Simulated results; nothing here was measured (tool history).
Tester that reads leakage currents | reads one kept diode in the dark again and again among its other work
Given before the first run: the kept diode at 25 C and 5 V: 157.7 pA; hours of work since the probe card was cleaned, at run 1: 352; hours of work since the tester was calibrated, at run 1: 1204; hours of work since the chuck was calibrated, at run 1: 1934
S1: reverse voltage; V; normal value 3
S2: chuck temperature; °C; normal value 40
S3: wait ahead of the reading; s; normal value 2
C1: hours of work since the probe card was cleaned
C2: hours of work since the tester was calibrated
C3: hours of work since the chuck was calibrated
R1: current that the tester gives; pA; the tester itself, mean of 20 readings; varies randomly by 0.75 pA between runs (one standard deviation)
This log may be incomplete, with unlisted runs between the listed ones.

run 1 hour=0 | S1=3 S2=40 S3=2 | C1=352 C2=1204 C3=1934 | R1=366.61
-- hour=23.1 chuck's temperature calibrated
run 2 hour=26.8 | S1=3 S2=40 S3=2 | C1=367 C2=1218 C3=2 | R1=350.29
run 3 hour=45.9 | S1=3 S2=52 S3=2 | C1=377 C2=1229 C3=13 | R1=746.15
run 4 hour=62.8 | S1=3 S2=52 S3=2 | C1=387 C2=1238 C3=23 | R1=743.4
run 5 hour=76 | S1=3 S2=52 S3=2 | C1=394 C2=1246 C3=30 | R1=743.87
run 6 hour=97.2 | S1=8.39 S2=52 S3=2 | C1=406 C2=1258 C3=42 | R1=1163.2
run 7 hour=117.3 | S1=3 S2=40 S3=2 | C1=418 C2=1269 C3=53 | R1=351.66
run 8 hour=134 | S1=3 S2=40 S3=5.38 | C1=427 C2=1279 C3=63 | R1=351.12
run 9 hour=148.5 | S1=3 S2=40 S3=5.38 | C1=436 C2=1287 C3=71 | R1=351.57
run 10 hour=176 | S1=3 S2=40 S3=5.38 | C1=451 C2=1303 C3=87 | R1=349.77
run 11 hour=200.2 | S1=3 S2=40 S3=2.69 | C1=465 C2=1316 C3=101 | R1=351.95
run 12 hour=216.8 | S1=3 S2=43 S3=8.46 | C1=474 C2=1326 C3=110 | R1=426.58
run 13 hour=235.8 | S1=3.38 S2=40 S3=0.46 | C1=485 C2=1337 C3=121 | R1=369.49

Estimate the outcome of run 14 from the log above:
run 14 hour=257.6 | S1=3 S2=42 S3=1.49 | C1=498 C2=1349 C3=133 | R1=?

R1: 401.05 pA
If the tool had no hidden condition, the same run with the same run-to-run variation would have returned R1 404.28 pA.

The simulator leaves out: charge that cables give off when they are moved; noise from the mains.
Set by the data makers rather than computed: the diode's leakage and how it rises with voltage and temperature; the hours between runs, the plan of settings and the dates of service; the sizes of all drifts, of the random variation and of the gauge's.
